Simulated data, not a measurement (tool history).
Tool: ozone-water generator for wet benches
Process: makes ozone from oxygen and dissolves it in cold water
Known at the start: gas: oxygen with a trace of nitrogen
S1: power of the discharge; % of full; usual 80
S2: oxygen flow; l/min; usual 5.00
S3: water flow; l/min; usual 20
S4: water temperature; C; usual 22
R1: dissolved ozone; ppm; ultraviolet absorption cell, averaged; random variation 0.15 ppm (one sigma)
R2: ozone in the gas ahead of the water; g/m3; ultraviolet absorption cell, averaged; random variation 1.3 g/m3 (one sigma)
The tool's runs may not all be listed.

{"run": 1, "hour": 0.0, "S1": 80, "S2": 5.0, "S3": 20, "S4": 22, "R1": 18.3, "R2": 222.8}
{"run": 2, "hour": 113.1, "S1": 49, "S2": 5.0, "S3": 20, "S4": 22, "R1": 12.0, "R2": 148.1}
{"run": 3, "hour": 231.8, "S1": 49, "S2": 5.0, "S3": 20, "S4": 22, "R1": 12.2, "R2": 146.9}
{"run": 4, "hour": 334.8, "S1": 49, "S2": 5.0, "S3": 20, "S4": 22, "R1": 12.0, "R2": 146.1}
{"hour": 430.9, "done": "contactor cleaned"}
{"run": 5, "hour": 444.1, "S1": 49, "S2": 5.0, "S3": 29, "S4": 22, "R1": 8.8, "R2": 145.2}
{"run": 6, "hour": 521.0, "S1": 49, "S2": 5.0, "S3": 29, "S4": 22, "R1": 8.7, "R2": 147.1}
{"run": 7, "hour": 606.0, "S1": 99, "S2": 5.0, "S3": 20, "S4": 22, "R1": 22.3, "R2": 265.3}
{"run": 8, "hour": 666.4, "S1": 99, "S2": 5.0, "S3": 20, "S4": 22, "R1": 22.4, "R2": 262.4}
{"run": 9, "hour": 737.4, "S1": 80, "S2": 5.0, "S3": 20, "S4": 25, "R1": 17.7, "R2": 216.4}
{"run": 10, "hour": 851.2, "S1": 80, "S2": 5.0, "S3": 20, "S4": 25, "R1": 17.7, "R2": 218.9}
{"run": 11, "hour": 956.5, "S1": 80, "S2": 5.0, "S3": 20, "S4": 25, "R1": 17.6, "R2": 217.1}
{"run": 12, "hour": 1043.5, "S1": 80, "S2": 3.1, "S3": 20, "S4": 22, "R1": 18.4, "R2": 285.9}
{"run": 13, "hour": 1111.3, "S1": 80, "S2": 3.1, "S3": 20, "S4": 22, "R1": 17.8, "R2": 284.8}
{"run": 14, "hour": 1204.1, "S1": 80, "S2": 3.1, "S3": 20, "S4": 22, "R1": 18.0, "R2": 285.7}
{"run": 15, "hour": 1332.8, "S1": 80, "S2": 5.0, "S3": 26, "S4": 22, "R1": 14.3, "R2": 216.2}
{"run": 16, "hour": 1450.5, "S1": 82, "S2": 5.0, "S3": 17, "S4": 24, "R1": 20.5, "R2": 219.1}
{"run": 17, "hour": 1538.6, "S1": 97, "S2": 3.69, "S3": 20, "S4": 22, "R1": 21.2, "R2": 299.9}
{"run": 18, "hour": 1664.6, "S1": 97, "S2": 3.69, "S3": 20, "S4": 22, "R1": 21.0, "R2": 293.7}
{"run": 19, "hour": 1767.9, "S1": 59, "S2": 2.8, "S3": 21, "S4": 23, "R1": 12.8, "R2": 233.9}
{"run": 20, "hour": 1859.2, "S1": 61, "S2": 6.15, "S3": 20, "S4": 22, "R1": 14.0, "R2": 152.2}
{"run": 21, "hour": 1943.7, "S1": 47, "S2": 5.24, "S3": 20, "S4": 14, "R1": 13.1, "R2": 134.2}
{"run": 22, "hour": 2050.4, "S1": 58, "S2": 4.88, "S3": 20, "S4": 14, "R1": 15.3, "R2": 165.0}
{"hour": 2155.6, "done": "water thermometer calibrated"}
{"run": 23, "hour": 2171.2, "S1": 58, "S2": 4.88, "S3": 20, "S4": 14, "R1": 15.5, "R2": 165.6}
{"run": 24, "hour": 2248.1, "S1": 77, "S2": 4.88, "S3": 20, "S4": 18, "R1": 18.1, "R2": 205.7}
{"run": 25, "hour": 2334.1, "S1": 77, "S2": 4.88, "S3": 20, "S4": 18, "R1": 18.3, "R2": 205.4}
{"run": 26, "hour": 2463.7, "S1": 43, "S2": 6.03, "S3": 20, "S4": 20, "R1": 10.7, "R2": 113.1}
{"run": 27, "hour": 2593.4, "S1": 43, "S2": 6.03, "S3": 20, "S4": 20, "R1": 10.8, "R2": 113.3}
{"run": 28, "hour": 2659.2, "S1": 43, "S2": 2.51, "S3": 17, "S4": 17, "R1": 12.8, "R2": 185.6}
{"run": 29, "hour": 2738.0, "S1": 43, "S2": 2.51, "S3": 17, "S4": 17, "R1": 12.8, "R2": 186.3}

5 ways to go on from here, each from the tool as it stands after run 29. What would each give?
{"run": "A", "hour": 2832.6, "S1": 80, "S2": 2.84, "S3": 15, "S4": 25, "R1": "?", "R2": "?"}
{"run": "B", "hour": 2832.6, "S1": 77, "S2": 5.0, "S3": 30, "S4": 22, "R1": "?", "R2": "?"}
{"run": "C", "hour": 2832.6, "S1": 43, "S2": 5.44, "S3": 30, "S4": 28, "R1": "?", "R2": "?"}
{"run": "D", "hour": 2832.6, "S1": 44, "S2": 3.45, "S3": 18, "S4": 17, "R1": "?", "R2": "?"}
{"run": "E", "hour": 2832.6, "S1": 63, "S2": 8.88, "S3": 17, "S4": 23, "R1": "?", "R2": "?"}

run=A R1=21.2 R2=286.1
run=B R1=11.4 R2=201.8
run=C R1=6.8 R2=120.4
run=D R1=12.5 R2=158.6
run=E R1=14.8 R2=123.6
Without the tool's hidden state the same runs would have given:
run=A R1=24.1 R2=318.7
run=B R1=13.0 R2=224.1
run=C R1=7.3 R2=127.5
run=D R1=13.6 R2=168.3
run=E R1=16.5 R2=135.0
